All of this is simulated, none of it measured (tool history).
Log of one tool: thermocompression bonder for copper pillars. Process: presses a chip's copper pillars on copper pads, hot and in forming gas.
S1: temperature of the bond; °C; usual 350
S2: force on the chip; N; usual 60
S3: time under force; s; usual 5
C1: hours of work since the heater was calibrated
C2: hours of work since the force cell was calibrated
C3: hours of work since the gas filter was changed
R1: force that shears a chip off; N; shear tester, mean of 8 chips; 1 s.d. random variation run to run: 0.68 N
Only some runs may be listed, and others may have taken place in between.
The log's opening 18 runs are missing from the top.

{"run": 19, "day": 54.321, "S1": 339, "S2": 37, "S3": 5, "C1": 84, "C2": 1314, "C3": 254, "R1": 27.6}
{"run": 20, "day": 56.692, "S1": 339, "S2": 37, "S3": 5, "C1": 117, "C2": 1347, "C3": 287, "R1": 28.0}
{"run": 21, "day": 60.008, "S1": 361, "S2": 62, "S3": 5, "C1": 164, "C2": 1394, "C3": 334, "R1": 52.9}
{"run": 22, "day": 62.171, "S1": 361, "S2": 62, "S3": 5, "C1": 194, "C2": 1424, "C3": 364, "R1": 51.5}
{"run": 23, "day": 64.971, "S1": 361, "S2": 45, "S3": 5, "C1": 234, "C2": 1464, "C3": 403, "R1": 40.3}
{"day": 68.033, "done": "forming gas filter changed"}
{"run": 24, "day": 68.329, "S1": 325, "S2": 70, "S3": 5, "C1": 280, "C2": 1511, "C3": 4, "R1": 40.6}
{"run": 25, "day": 71.308, "S1": 346, "S2": 54, "S3": 4, "C1": 322, "C2": 1553, "C3": 46, "R1": 36.9}
{"run": 26, "day": 74.458, "S1": 351, "S2": 46, "S3": 4, "C1": 367, "C2": 1597, "C3": 90, "R1": 33.9}
{"run": 27, "day": 76.554, "S1": 324, "S2": 60, "S3": 5, "C1": 396, "C2": 1626, "C3": 120, "R1": 34.2}
{"run": 28, "day": 80.45, "S1": 320, "S2": 87, "S3": 5, "C1": 451, "C2": 1681, "C3": 175, "R1": 44.9}
{"run": 29, "day": 84.379, "S1": 320, "S2": 87, "S3": 5, "C1": 506, "C2": 1736, "C3": 230, "R1": 45.2}
{"run": 30, "day": 86.117, "S1": 320, "S2": 87, "S3": 5, "C1": 531, "C2": 1761, "C3": 254, "R1": 43.2}

Each row is a separate what-if for the run after 30, all from the same tool condition, not one after another. Results?
{"run": "A", "day": 90.138, "S1": 362, "S2": 67, "S3": 5, "C1": 587, "C2": 1817, "C3": 311, "R1": "?"}
{"run": "B", "day": 90.138, "S1": 322, "S2": 74, "S3": 9, "C1": 587, "C2": 1817, "C3": 311, "R1": "?"}
{"run": "C", "day": 90.138, "S1": 378, "S2": 69, "S3": 7, "C1": 587, "C2": 1817, "C3": 311, "R1": "?"}
{"run": "D", "day": 90.138, "S1": 350, "S2": 62, "S3": 5, "C1": 587, "C2": 1817, "C3": 311, "R1": "?"}
{"run": "E", "day": 90.138, "S1": 350, "S2": 72, "S3": 3, "C1": 587, "C2": 1817, "C3": 311, "R1": "?"}

run=A R1=56.3
run=B R1=50.2
run=C R1=73.5
run=D R1=48.0
run=E R1=44.5
Without the tool's hidden state the same runs would have given:
run=A R1=56.5
run=B R1=50.2
run=C R1=73.8
run=D R1=48.1
run=E R1=44.6
